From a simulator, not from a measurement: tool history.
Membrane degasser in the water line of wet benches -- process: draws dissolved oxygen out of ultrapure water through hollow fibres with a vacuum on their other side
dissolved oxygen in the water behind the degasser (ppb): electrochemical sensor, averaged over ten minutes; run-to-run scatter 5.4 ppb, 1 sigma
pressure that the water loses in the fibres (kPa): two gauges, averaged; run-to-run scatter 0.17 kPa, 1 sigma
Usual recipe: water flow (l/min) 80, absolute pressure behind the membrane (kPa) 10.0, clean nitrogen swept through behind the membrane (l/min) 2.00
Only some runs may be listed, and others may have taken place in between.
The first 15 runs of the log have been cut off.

run,day,water flow (l/min),absolute pressure behind the membrane (kPa),clean nitrogen swept through behind the membrane (l/min),hours since the membrane was changed,hours since the vacuum gauge was calibrated,hours since the vacuum lines were made tight,dissolved oxygen in the water behind the degasser (ppb),pressure that the water loses in the fibres (kPa)
16,78.079,80,10.0,4.78,3404,3904,11767,271.2,28.31
17,83.450,80,10.0,4.78,3533,4033,11895,272.3,28.30
18,87.108,97,10.0,2.00,3620,4120,11983,640.8,34.15
19,92.067,62,10.0,4.65,3740,4239,12102,211.4,22.13
20,97.371,80,10.0,4.99,3867,4367,12230,260.3,28.29
21,102.792,70,8.1,0.85,3997,4497,12360,653.3,25.16
22,109.700,70,8.1,0.85,4163,4663,12525,639.3,24.89
23,113.779,80,10.6,3.80,4261,4760,12623,353.4,28.36
24,119.467,94,9.8,1.64,4397,4897,12760,691.0,33.52
# day 122.425: seals of the vacuum lines changed
25,124.162,113,11.7,3.46,4508,5008,42,634.6,40.45
26,129.979,80,10.0,0.99,4647,5147,181,862.6,28.27
27,136.579,114,7.5,0.99,4806,5306,340,771.9,40.82
28,142.638,106,11.1,2.00,4951,5451,485,804.9,37.79
29,146.458,106,11.1,2.00,5043,5543,577,800.4,37.47
30,153.321,121,11.1,2.40,5208,5707,742,814.6,42.89
31,158.458,121,11.1,2.40,5331,5831,865,809.0,43.15

3 options for the next run, each taken on its own from the tool as it stands now. Forecast them:
A,163.108,76,12.7,3.73,5442,5942,976,?,?
B,163.108,121,10.5,2.82,5442,5942,976,?,?
C,163.108,121,13.9,1.47,5442,5942,976,?,?

run,dissolved oxygen in the water behind the degasser (ppb),pressure that the water loses in the fibres (kPa)
A,421.8,27.16
B,683.7,42.74
C,1375.8,42.76
Without the tool's hidden state the same runs would have given:
run,dissolved oxygen in the water behind the degasser (ppb),pressure that the water loses in the fibres (kPa)
A,421.2,27.13
B,682.4,42.70
C,1374.2,42.72

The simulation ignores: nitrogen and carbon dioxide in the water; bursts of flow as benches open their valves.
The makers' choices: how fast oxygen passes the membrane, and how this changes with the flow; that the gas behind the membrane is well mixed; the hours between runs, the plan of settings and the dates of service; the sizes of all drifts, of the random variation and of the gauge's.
